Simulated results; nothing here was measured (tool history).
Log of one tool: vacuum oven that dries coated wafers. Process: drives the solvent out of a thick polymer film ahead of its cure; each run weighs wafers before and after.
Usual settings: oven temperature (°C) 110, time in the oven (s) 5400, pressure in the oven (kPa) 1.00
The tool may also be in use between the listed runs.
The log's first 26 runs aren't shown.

run	day	oven temperature (°C)	time in the oven (s)	pressure in the oven (kPa)	solvent left in the film (%)
27	33.496	121	5400	1.93	1.64
28	34.950	113	9240	0.52	1.03
29	36.150	113	9240	0.52	1.02
30	36.954	110	6780	2.30	3.43
31	38.546	118	2880	1.00	5.14
32	39.429	118	2880	1.00	5.15
33	40.879	106	4200	2.12	7.49
34	42.017	122	5400	0.94	1.18
35	42.962	121	2940	1.21	4.12
36	44.083	121	2940	1.21	4.02
37	44.917	95	8520	1.00	7.24
38	45.754	117	5100	1.54	2.48
39	46.812	113	5100	2.52	4.08
40	48.292	113	5100	2.52	3.98
41	49.404	113	7260	0.73	1.80
42	50.817	105	5640	1.43	5.94
43	52.062	105	6240	1.00	5.04
44	53.562	121	3120	1.00	3.79

Forecast each of these 4 alternatives for the next run:
A	54.354	110	2820	1.29	?
B	54.354	121	5940	1.18	?
C	54.354	118	5400	0.69	?
D	54.354	113	3420	0.70	?

run	solvent left in the film (%)
A	8.53
B	1.27
C	1.75
D	5.75
Without the tool's hidden state the same runs would have given:
run	solvent left in the film (%)
A	8.15
B	1.03
C	1.46
D	5.38
